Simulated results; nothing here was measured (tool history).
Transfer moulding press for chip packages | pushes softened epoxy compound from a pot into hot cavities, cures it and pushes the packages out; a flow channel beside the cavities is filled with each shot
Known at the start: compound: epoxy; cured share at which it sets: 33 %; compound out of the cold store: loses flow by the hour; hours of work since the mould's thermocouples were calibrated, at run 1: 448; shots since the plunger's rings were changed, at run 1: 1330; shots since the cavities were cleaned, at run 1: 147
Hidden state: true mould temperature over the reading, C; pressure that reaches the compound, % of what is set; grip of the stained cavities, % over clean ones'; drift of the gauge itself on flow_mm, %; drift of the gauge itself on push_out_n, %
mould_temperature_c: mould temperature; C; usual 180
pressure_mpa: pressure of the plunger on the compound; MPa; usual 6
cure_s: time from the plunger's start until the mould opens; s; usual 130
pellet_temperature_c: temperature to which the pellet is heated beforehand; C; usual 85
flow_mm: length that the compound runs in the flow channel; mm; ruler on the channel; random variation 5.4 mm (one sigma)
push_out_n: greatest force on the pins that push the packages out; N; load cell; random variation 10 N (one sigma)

run	hour	mould_temperature_c	pressure_mpa	cure_s	pellet_temperature_c	hours of work since the mould's thermocouples were calibrated	shots since the plunger's rings were changed	shots since the cavities were cleaned	incoming compound's hours out of the cold store	flow_mm	push_out_n
1	0	180	6	130	85	448	1330	147	42.4	771	543
2	26.9	180	6	130	85	464	1561	378	40.4	772	604
3	70.3	180	6	130	85	490	1932	749	35.4	787	688
# hour 78.3: cavities cleaned with cleaning compound and waxed
4	111.2	180	6	130	85	514	2270	282	33.4	782	575
5	168.5	180	6.92	130	85	549	2760	772	38.8	815	700
# hour 174.3: cavities cleaned with cleaning compound and waxed
6	195.2	180	6.92	130	85	564	2976	179	35.3	821	546
# hour 216.2: plunger's sealing rings changed
7	250.4	180	4.7	130	85	596	292	630	13.9	799	692
# hour 271.8: cavities cleaned with cleaning compound and waxed
8	282.5	180	4.7	130	85	614	555	92	44.4	681	500
9	324.3	180	4.7	130	85	640	913	450	18.3	777	634
10	358.3	180	4.7	130	85	660	1204	741	26.9	730	688
# hour 366.8: cavities cleaned with cleaning compound and waxed
11	390.9	172	6	130	85	679	1471	207	31.3	839	756
12	447.6	172	6	130	85	713	1956	692	8.7	919	1055
# hour 461.1: cavities cleaned with cleaning compound and waxed
13	508	180	6.1	130	85	749	2460	402	39.4	759	606
# hour 549: mould's thermocouples calibrated
# hour 559.1: cavities cleaned with cleaning compound and waxed
14	569.8	180	6.1	130	85	12	2960	92	46	743	522
# hour 593.2: plunger's sealing rings changed
15	631	180	6.1	130	85	47	323	594	47	763	678
# hour 657.9: cavities cleaned with cleaning compound and waxed
16	682.1	180	5.94	147	92	77	748	207	39.5	785	522
17	738.2	180	5.94	147	92	111	1229	688	44.7	758	652
# hour 756: cavities cleaned with cleaning compound and waxed
18	777.8	178	7.33	130	85	134	1555	187	9.7	999	598
19	818.9	188	6	129	85	159	1907	539	20.2	821	570
# hour 851.4: cavities cleaned with cleaning compound and waxed
20	873.9	176	6	126	83	191	2366	194	36.8	777	670
21	920.4	186	5.51	151	80	219	2764	592	18.3	792	613
# hour 947.7: cavities cleaned with cleaning compound and waxed
# hour 969.8: plunger's sealing rings changed
22	978	180	6	124	82	252	70	239	44.2	773	587
23	1025.3	175	6	141	79	280	475	644	10	924	775
# hour 1046.6: cavities cleaned with cleaning compound and waxed
24	1059.6	175	6	110	79	300	756	112	39.8	796	896
25	1101.6	172	5.03	130	82	326	1116	472	22.8	806	986
# hour 1140.3: cavities cleaned with cleaning compound and waxed
26	1144.2	172	5.03	130	82	350	1467	33	23.5	799	701
27	1194.1	172	5.03	153	94	381	1895	461	23.9	789	707
28	1223.3	179	7.43	130	76	398	2145	711	12	984	696
# hour 1238.4: cavities cleaned with cleaning compound and waxed
29	1278	179	7.43	130	76	430	2600	339	32.4	871	618

How the hidden state differs across the entries between the runs, from the last listed run before each to the first after it:
Between runs 3 and 4: cavities cleaned with cleaning compound and waxed (hour 78.3)
  true mould temperature over the reading, C: 1.09 -> 1.13; pressure that reaches the compound, % of what is set: 92.57 -> 91.37; grip of the stained cavities, % over clean ones': 54.7 -> 26.9
  measured less the result without the state, flow_mm: -34 -> -40 mm; push_out_n: +232 -> +107 N
Between runs 5 and 6: cavities cleaned with cleaning compound and waxed (hour 174.3)
  true mould temperature over the reading, C: 1.21 -> 1.25; pressure that reaches the compound, % of what is set: 89.58 -> 88.74; grip of the stained cavities, % over clean ones': 53.4 -> 18.1
  measured less the result without the state, flow_mm: -50 -> -54 mm; push_out_n: +231 -> +69 N
Between runs 6 and 7: plunger's sealing rings changed (hour 216.2)
  true mould temperature over the reading, C: 1.25 -> 1.32; pressure that reaches the compound, % of what is set: 88.74 -> 98.82; grip of the stained cavities, % over clean ones': 18.1 -> 47.9
  measured less the result without the state, flow_mm: -54 -> -8 mm; push_out_n: +69 -> +204 N
Between runs 7 and 8: cavities cleaned with cleaning compound and waxed (hour 271.8)
  true mould temperature over the reading, C: 1.32 -> 1.37; pressure that reaches the compound, % of what is set: 98.82 -> 97.92; grip of the stained cavities, % over clean ones': 47.9 -> 10.8
  measured less the result without the state, flow_mm: -8 -> -11 mm; push_out_n: +204 -> +33 N
Between runs 10 and 11: cavities cleaned with cleaning compound and waxed (hour 366.8)
  true mould temperature over the reading, C: 1.47 -> 1.52; pressure that reaches the compound, % of what is set: 95.6 -> 94.57; grip of the stained cavities, % over clean ones': 53.7 -> 20.3
  measured less the result without the state, flow_mm: -20 -> -29 mm; push_out_n: +224 -> +58 N
Between runs 12 and 13: cavities cleaned with cleaning compound and waxed (hour 461.1)
  true mould temperature over the reading, C: 1.6 -> 1.69; pressure that reaches the compound, % of what is set: 92.86 -> 90.95; grip of the stained cavities, % over clean ones': 49.4 -> 34.4
  measured less the result without the state, flow_mm: -41 -> -42 mm; push_out_n: +258 -> +135 N
Between runs 13 and 14: mould's thermocouples calibrated (hour 549); cavities cleaned with cleaning compound and waxed (hour 559.1)
  true mould temperature over the reading, C: 1.69 -> 0.29; pressure that reaches the compound, % of what is set: 90.95 -> 89.15; grip of the stained cavities, % over clean ones': 34.4 -> 13.4
  measured less the result without the state, flow_mm: -42 -> -45 mm; push_out_n: +135 -> +58 N
Between runs 14 and 15: plunger's sealing rings changed (hour 593.2)
  true mould temperature over the reading, C: 0.29 -> 0.38; pressure that reaches the compound, % of what is set: 89.15 -> 98.64; grip of the stained cavities, % over clean ones': 13.4 -> 46.8
  measured less the result without the state, flow_mm: -45 -> -6 mm; push_out_n: +58 -> +213 N
Between runs 15 and 16: cavities cleaned with cleaning compound and waxed (hour 657.9)
  true mould temperature over the reading, C: 0.38 -> 0.45; pressure that reaches the compound, % of what is set: 98.64 -> 97.09; grip of the stained cavities, % over clean ones': 46.8 -> 21
  measured less the result without the state, flow_mm: -6 -> -13 mm; push_out_n: +213 -> +89 N
Between runs 17 and 18: cavities cleaned with cleaning compound and waxed (hour 756)
  true mould temperature over the reading, C: 0.53 -> 0.58; pressure that reaches the compound, % of what is set: 95.23 -> 94.13; grip of the stained cavities, % over clean ones': 50.1 -> 18.5
  measured less the result without the state, flow_mm: -20 -> -33 mm; push_out_n: +215 -> +80 N
Between runs 19 and 20: cavities cleaned with cleaning compound and waxed (hour 851.4)
  true mould temperature over the reading, C: 0.64 -> 0.73; pressure that reaches the compound, % of what is set: 92.9 -> 91.24; grip of the stained cavities, % over clean ones': 41.7 -> 17.4
  measured less the result without the state, flow_mm: -32 -> -39 mm; push_out_n: +166 -> +74 N
Between runs 21 and 22: cavities cleaned with cleaning compound and waxed (hour 947.7); plunger's sealing rings changed (hour 969.8)
  true mould temperature over the reading, C: 0.79 -> 0.87; pressure that reaches the compound, % of what is set: 89.67 -> 99.18; grip of the stained cavities, % over clean ones': 43.5 -> 23.5
  measured less the result without the state, flow_mm: -47 -> -6 mm; push_out_n: +184 -> +97 N
Between runs 23 and 24: cavities cleaned with cleaning compound and waxed (hour 1046.6)
  true mould temperature over the reading, C: 0.94 -> 0.99; pressure that reaches the compound, % of what is set: 97.78 -> 96.87; grip of the stained cavities, % over clean ones': 48.8 -> 11.6
  measured less the result without the state, flow_mm: -13 -> -16 mm; push_out_n: +227 -> +34 N
Between runs 25 and 26: cavities cleaned with cleaning compound and waxed (hour 1140.3)
  true mould temperature over the reading, C: 1.04 -> 1.1; pressure that reaches the compound, % of what is set: 95.5 -> 94.28; grip of the stained cavities, % over clean ones': 37.1 -> 5.1
  measured less the result without the state, flow_mm: -22 -> -27 mm; push_out_n: +210 -> -22 N
Between runs 28 and 29: cavities cleaned with cleaning compound and waxed (hour 1238.4)
  true mould temperature over the reading, C: 1.21 -> 1.29; pressure that reaches the compound, % of what is set: 91.89 -> 90.14; grip of the stained cavities, % over clean ones': 51.2 -> 29.5
  measured less the result without the state, flow_mm: -46 -> -50 mm; push_out_n: +216 -> +121 N

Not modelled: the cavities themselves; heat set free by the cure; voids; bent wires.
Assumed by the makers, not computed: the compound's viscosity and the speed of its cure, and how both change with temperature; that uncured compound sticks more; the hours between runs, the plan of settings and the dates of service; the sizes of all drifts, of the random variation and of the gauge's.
